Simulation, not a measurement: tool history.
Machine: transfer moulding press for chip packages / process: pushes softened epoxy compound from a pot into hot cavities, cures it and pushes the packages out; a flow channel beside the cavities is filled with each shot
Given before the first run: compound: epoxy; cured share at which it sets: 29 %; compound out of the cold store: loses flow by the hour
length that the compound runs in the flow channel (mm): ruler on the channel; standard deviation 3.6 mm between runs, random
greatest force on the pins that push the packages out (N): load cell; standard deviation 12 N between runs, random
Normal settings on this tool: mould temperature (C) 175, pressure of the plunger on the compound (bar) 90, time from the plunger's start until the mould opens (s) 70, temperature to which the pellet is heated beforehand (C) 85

run,hour,mould temperature (C),pressure of the plunger on the compound (bar),time from the plunger's start until the mould opens (s),temperature to which the pellet is heated beforehand (C),incoming compound's hours out of the cold store,length that the compound runs in the flow channel (mm),greatest force on the pins that push the packages out (N)
1,0,175,90,70,85,30.1,624,452
2,42.4,175,90,70,85,45.3,569,683
# hour 51.9: cavities cleaned with cleaning compound and waxed
# hour 87.1: plunger's sealing rings changed
3,87.1,175,96.9,70,85,26.5,674,852
# hour 103.7: cavities cleaned with cleaning compound and waxed
# hour 153.2: cavities cleaned with cleaning compound and waxed
4,181.9,175,90,70,85,11.3,697,702
# hour 201.4: cavities cleaned with cleaning compound and waxed
# hour 250.4: cavities cleaned with cleaning compound and waxed
5,252.9,175,90,70,85,17.2,669,530
6,293.1,175,90,70,85,40.9,581,718
# hour 301.9: cavities cleaned with cleaning compound and waxed
# hour 336.1: plunger's sealing rings changed
7,341.8,175,90,70,85,12.7,703,726
# hour 352.1: cavities cleaned with cleaning compound and waxed
# hour 398.4: cavities cleaned with cleaning compound and waxed
8,415.3,175,90,70,85,21.6,668,618
# hour 431.6: mould's thermocouples calibrated
# hour 448.5: cavities cleaned with cleaning compound and waxed
# hour 495.9: cavities cleaned with cleaning compound and waxed
9,517.3,175,90,70,85,45.4,570,696
# hour 542.7: cavities cleaned with cleaning compound and waxed
# hour 584.5: plunger's sealing rings changed
# hour 592.9: cavities cleaned with cleaning compound and waxed
10,593.2,175,90,65,85,23.1,663,616
# hour 640.2: cavities cleaned with cleaning compound and waxed, once more
# hour 688.3: cavities cleaned with cleaning compound and waxed
11,688.3,179,90,65,85,41,583,470
# hour 738.9: cavities cleaned with cleaning compound and waxed
12,778.3,179,90,65,85,24.1,633,717

Run 13 is up next; what results do you expect?
# hour 786: cavities cleaned with cleaning compound and waxed
# hour 830.5: plunger's sealing rings changed
# hour 840.1: cavities cleaned with cleaning compound and waxed
13,857.2,179,108.7,65,81,35.2,?,?

{"run 13": {"length that the compound runs in the flow channel (mm)": 671, "greatest force on the pins that push the packages out (N)": 592}}
Had the tool carried no hidden state, the very same run would have given length that the compound runs in the flow channel (mm) 677, greatest force on the pins that push the packages out (N) 474.
